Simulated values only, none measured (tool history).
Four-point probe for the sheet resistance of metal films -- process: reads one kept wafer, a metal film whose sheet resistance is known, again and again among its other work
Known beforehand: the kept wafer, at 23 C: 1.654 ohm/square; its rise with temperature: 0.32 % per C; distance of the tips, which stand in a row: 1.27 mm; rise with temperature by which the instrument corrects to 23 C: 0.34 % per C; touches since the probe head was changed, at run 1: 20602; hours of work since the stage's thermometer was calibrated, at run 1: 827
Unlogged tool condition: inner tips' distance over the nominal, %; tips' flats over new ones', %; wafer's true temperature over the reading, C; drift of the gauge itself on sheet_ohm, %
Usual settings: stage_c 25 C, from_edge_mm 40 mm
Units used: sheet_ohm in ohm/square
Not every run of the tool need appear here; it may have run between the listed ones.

run,day,stage_c,from_edge_mm,touches since the probe head was changed,hours of work since the stage's thermometer was calibrated,sheet_ohm
1,0.000,25,40,20602,827,1.649679
2,1.142,25,40,20952,842,1.649806
3,3.304,25,40,21616,872,1.649623
4,4.854,25,40,22090,893,1.650089
5,7.046,32,40,22763,923,1.646698
6,9.229,32,40,23433,952,1.647137
7,10.679,18,40,23878,972,1.652999
8,12.871,25,40,24551,1002,1.649383
9,15.062,25,40,25223,1032,1.649767
10,17.083,29,40,25842,1059,1.647686
11,18.692,29,40,26336,1081,1.648657
12,19.900,31,40,26707,1098,1.646983
13,20.938,31,40,27025,1112,1.647343
14,23.142,22,18,27701,1142,1.654648
15,24.346,24,12,28070,1158,1.659045
16,25.638,24,64,28466,1176,1.649490
17,26.900,25,18,28854,1193,1.653328
18,29.071,33,49,29520,1223,1.646374
19,31.371,24,13,30225,1254,1.658163
20,33.558,24,13,30896,1284,1.657620
21,35.608,24,13,31525,1312,1.657822
22,37.029,24,13,31961,1331,1.658107
23,38.542,34,12,32425,1352,1.655016
24,39.875,34,12,32833,1370,1.655016
25,42.008,21,40,33487,1399,1.651663

Predict each of these 4 candidate next runs independently; none follows another, all start after run 25:
A,43.367,21,23,33905,1417,?
B,43.367,25,40,33905,1417,?
C,43.367,19,39,33905,1417,?
D,43.367,25,16,33905,1417,?

run,sheet_ohm
A,1.653655
B,1.649815
C,1.652512
D,1.654866
With the hidden condition removed and each run's random variation left untouched, the same runs would have given:
run,sheet_ohm
A,1.657788
B,1.653969
C,1.656628
D,1.659031

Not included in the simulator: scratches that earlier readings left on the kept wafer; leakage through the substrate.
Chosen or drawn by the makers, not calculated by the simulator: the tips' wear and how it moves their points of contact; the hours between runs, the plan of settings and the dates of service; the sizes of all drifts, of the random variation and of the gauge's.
